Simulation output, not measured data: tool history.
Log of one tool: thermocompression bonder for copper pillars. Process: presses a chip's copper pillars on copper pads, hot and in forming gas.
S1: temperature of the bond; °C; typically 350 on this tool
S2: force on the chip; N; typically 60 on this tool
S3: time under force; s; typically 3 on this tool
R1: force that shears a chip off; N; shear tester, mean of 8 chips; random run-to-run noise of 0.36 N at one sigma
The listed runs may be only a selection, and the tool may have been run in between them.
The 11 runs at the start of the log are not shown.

run	hour	S1	S2	S3	R1
12	236.9	341	60	3	103.1
13	252.1	341	60	3	103.4
14	268.8	341	60	3	103
15	280.8	341	60	3	103.6
16	292.9	341	60	3	103
17	316.4	350	60	3	111.3
18	336.2	350	60	3	111.4
19	355.2	334	45	6	100
20	372.7	334	45	6	99.1
21	384.6	327	60	3	89.6
22	400.5	327	60	3	89.8
23	424	351	68	3	119.4
24	451.7	351	68	2	108.3
# hour 461: forming gas filter changed
25	473.9	362	39	3	98.5
26	493	350	60	4	118.8
27	511	357	76	7	144.2
28	527.5	325	38	2	54.4
29	547.1	325	57	2	74.1
30	570.9	338	57	2	85.7
31	594	338	57	2	86.7
32	616.7	338	66	5	119.1
33	638.5	374	60	3	131.1
34	650.3	353	50	3	103.6
35	664.6	338	39	9	107.3

Alternative continuations, all from the tool just after run 35; predict every row:
A	690.3	341	40	3	?
B	690.3	350	40	3	?
C	690.3	350	48	2	?
D	690.3	358	72	5	?
E	690.3	361	51	9	?

run	R1
A	80.7
B	88.5
C	88.2
D	137.5
E	137
The same runs, with their run-to-run variation unchanged, on a tool lacking any hidden condition would have given:
run	R1
A	80.7
B	88.5
C	88.2
D	137.5
E	137
